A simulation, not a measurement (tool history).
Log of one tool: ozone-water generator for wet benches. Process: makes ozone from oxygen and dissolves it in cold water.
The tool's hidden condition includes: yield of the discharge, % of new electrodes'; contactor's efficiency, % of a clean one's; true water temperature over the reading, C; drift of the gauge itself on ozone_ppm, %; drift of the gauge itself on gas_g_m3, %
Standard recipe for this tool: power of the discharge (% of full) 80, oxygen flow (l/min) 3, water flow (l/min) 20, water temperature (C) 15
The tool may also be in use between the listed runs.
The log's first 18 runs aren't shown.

| run | day | power of the discharge (% of full) | oxygen flow (l/min) | water flow (l/min) | water temperature (C) | hours of work since the electrodes were changed | hours of work since the contactor was cleaned | hours of work since the thermometer was calibrated | dissolved ozone (ppm) | ozone in the gas ahead of the water (g/m3) |
|---|---|---|---|---|---|---|---|---|---|---|
| 19 | 54.488 | 47 | 3 | 14 | 15 | 1691 | 821 | 1586 | 18.7 | 153.8 |
| 20 | 58.125 | 47 | 3 | 14 | 15 | 1770 | 900 | 1665 | 18.6 | 153 |
| 21 | 61.35 | 80 | 5.2 | 18 | 10 | 1840 | 970 | 1735 | 27.2 | 177.9 |
| 22 | 64.746 | 80 | 3 | 15 | 11 | 1914 | 1043 | 1809 | 29.3 | 240 |
|  | 65.15 | gauge calibrated |
| 23 | 68.021 | 80 | 3 | 15 | 11 | 1985 | 1114 | 1880 | 29.4 | 245.9 |
| 24 | 70.371 | 80 | 2.6 | 20 | 15 | 2036 | 1165 | 1931 | 21.7 | 269.8 |
| 25 | 72.571 | 80 | 2.6 | 31 | 20 | 2084 | 1213 | 1978 | 14.2 | 266.4 |
| 26 | 75.783 | 41 | 2.93 | 29 | 10 | 2153 | 1283 | 2048 | 9.6 | 141.5 |
| 27 | 79.283 | 41 | 2.93 | 29 | 10 | 2229 | 1359 | 2124 | 9.6 | 140.5 |
| 28 | 82.767 | 65 | 2.93 | 29 | 19 | 2305 | 1434 | 2200 | 13 | 208.6 |
| 29 | 84.704 | 42 | 2.93 | 18 | 12 | 2347 | 1476 | 2242 | 14.3 | 143.6 |
| 30 | 88.117 | 42 | 1.55 | 20 | 18 | 2421 | 1550 | 2316 | 11.2 | 204.9 |
| 31 | 91.162 | 77 | 3.02 | 20 | 9 | 2487 | 1616 | 2382 | 22.8 | 238.5 |
| 32 | 94.179 | 42 | 2.11 | 20 | 9 | 2552 | 1682 | 2447 | 12.7 | 172.6 |
| 33 | 96.158 | 80 | 4.99 | 18 | 22 | 2595 | 1725 | 2490 | 22.8 | 186.6 |
| 34 | 100.346 | 80 | 4.99 | 18 | 22 | 2686 | 1816 | 2581 | 22.7 | 185 |

Each row is a separate what-if for the run after 34, all from the same tool condition, not one after another. Results?
| A | 104.442 | 80 | 2.98 | 29 | 17 | 2775 | 1904 | 2670 | ? | ? |
| B | 104.442 | 43 | 4.99 | 18 | 10 | 2775 | 1904 | 2670 | ? | ? |
| C | 104.442 | 80 | 4.99 | 18 | 20 | 2775 | 1904 | 2670 | ? | ? |

| run | dissolved ozone (ppm) | ozone in the gas ahead of the water (g/m3) |
|---|---|---|
| A | 15.7 | 244.2 |
| B | 15.8 | 108.2 |
| C | 23.1 | 184.4 |
Without the tool's unlogged condition, the same runs would have read:
| run | dissolved ozone (ppm) | ozone in the gas ahead of the water (g/m3) |
|---|---|---|
| A | 15.7 | 248.5 |
| B | 15.8 | 110.1 |
| C | 23.1 | 187.7 |
